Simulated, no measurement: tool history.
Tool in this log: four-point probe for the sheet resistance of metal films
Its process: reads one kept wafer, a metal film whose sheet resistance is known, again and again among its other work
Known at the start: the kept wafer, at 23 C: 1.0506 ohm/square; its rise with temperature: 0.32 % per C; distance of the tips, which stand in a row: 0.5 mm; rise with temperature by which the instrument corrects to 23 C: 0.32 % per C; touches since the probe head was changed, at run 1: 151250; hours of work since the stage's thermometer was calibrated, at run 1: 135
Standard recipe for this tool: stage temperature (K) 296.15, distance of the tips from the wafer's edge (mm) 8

run	hour	stage temperature (K)	distance of the tips from the wafer's edge (mm)	touches since the probe head was changed	hours of work since the stage's thermometer was calibrated	sheet resistance as the instrument gives it (ohm/square)
1	0.0	296.15	8	151250	135	1.056261
2	63.3	296.15	8	153080	182	1.056544
3	157.1	296.15	8	155793	252	1.056583
4	254.0	296.15	8	158595	325	1.056415
5	345.8	296.15	8	161251	393	1.056599
6	427.5	296.15	8	163615	455	1.056474
7	527.3	296.15	8	166499	529	1.056881
8	603.6	296.15	8	168707	586	1.056687
9	661.5	296.15	51	170382	630	1.054971
10	732.7	306.15	21	172441	683	1.055302
# hour 740.5: stage's thermometer calibrated
11	823.4	294.15	14	175051	62	1.055586
12	917.6	297.15	61	177774	133	1.054751
13	1009.6	293.15	8	180434	201	1.057048
14	1080.8	294.15	10	182493	255	1.056584

Forecast each of these 4 alternatives for the next run:
A	1153.2	304.15	4	184588	309	?
B	1153.2	297.15	8	184588	309	?
C	1153.2	301.15	51	184588	309	?
D	1153.2	302.15	7	184588	309	?

run	sheet resistance as the instrument gives it (ohm/square)
A	1.063823
B	1.057083
C	1.054730
D	1.057626
What these runs would have given with no unlogged condition in the tool:
run	sheet resistance as the instrument gives it (ohm/square)
A	1.059429
B	1.052740
C	1.050381
D	1.053263
